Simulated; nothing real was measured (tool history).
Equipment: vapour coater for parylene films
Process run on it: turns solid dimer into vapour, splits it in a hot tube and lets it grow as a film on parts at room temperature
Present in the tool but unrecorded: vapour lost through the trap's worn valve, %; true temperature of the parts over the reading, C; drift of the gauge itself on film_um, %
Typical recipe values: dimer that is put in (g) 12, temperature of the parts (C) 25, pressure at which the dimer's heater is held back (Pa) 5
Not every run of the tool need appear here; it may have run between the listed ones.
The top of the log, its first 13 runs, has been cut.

run	hour	dimer that is put in (g)	temperature of the parts (C)	pressure at which the dimer's heater is held back (Pa)	hours of work since the trap's valve was overhauled	hours of work since the table's thermometer was calibrated	thickness of the film (um)
14	583.5	12	28	5	297	1159	3.67
15	632.5	12	28	5	322	1183	3.66
16	663.8	12	28	5	338	1199	3.62
17	717.6	12	28	6.22	365	1227	3.52
18	769.4	12	28	6.22	391	1253	3.52
19	837.1	12	28	6.22	426	1288	3.52
20	877.6	12	28	6.22	446	1308	3.42
21	926.5	12	28	6.22	471	1333	3.44
22	987.8	12	28	6.22	502	1364	3.41
23	1045.9	12	25	5	532	1394	3.94
# hour 1052.4: table's thermometer calibrated
24	1095.4	12	24	9.97	557	22	3.63
25	1148.4	12	24	9.97	584	49	3.62
26	1205.7	12	25	5	613	78	4

What will run 27 give?
# hour 1213.8: trap's valve overhauled
27	1251.8	12	25	11.16	19	99	?

Run 27 produced thickness of the film (um) 3.66.
Without the tool's hidden state the same run would have given thickness of the film (um) 3.61.
